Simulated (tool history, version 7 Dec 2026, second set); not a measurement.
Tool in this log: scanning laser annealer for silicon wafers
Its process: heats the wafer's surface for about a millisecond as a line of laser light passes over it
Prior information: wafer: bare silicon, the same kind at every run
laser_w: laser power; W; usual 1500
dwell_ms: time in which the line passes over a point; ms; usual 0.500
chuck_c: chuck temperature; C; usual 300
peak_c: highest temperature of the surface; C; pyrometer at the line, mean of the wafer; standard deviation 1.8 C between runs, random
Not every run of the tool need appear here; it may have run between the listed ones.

run   hour  laser_w  dwell_ms  chuck_c  peak_c
  1    0.0     1500     0.500      300    1026
  2    7.1     1500     0.500      300    1025
  3   13.3     1500     0.500      300    1026
  4   22.6     1500     0.500      300    1023
  5   28.8     1500     0.500      300    1024
  6   36.7     1500     0.500      300    1026
  7   45.8     1500     0.500      300    1026
  8   51.5     1500     0.500      300    1028
  9   56.2     1500     0.500      300    1028
 10   63.2     1500     0.448      288     973
 11   71.0     1500     0.448      288     970
 12   76.3     1555     0.464      312    1037
 13   82.1     1500     0.413      310     967
 14   87.3     1500     0.413      310     968
 15   96.2     1275     0.544      300     936
 16  104.2     1275     0.544      300     934
 17  113.0     1275     0.544      278     911
 18  120.9     1275     0.544      278     911

4 options for the next run, each taken on its own from the tool as it stands now. Forecast them:
  A  127.3     1389     0.385      300       ?
  B  127.3     1275     0.544      336       ?
  C  127.3     1275     0.544      322       ?
  D  127.3     1500     0.500      292       ?

run  peak_c
  A     884
  B     971
  C     957
  D    1016
With no hidden state in the tool, these same runs would have given:
run  peak_c
  A     884
  B     971
  C     957
  D    1016
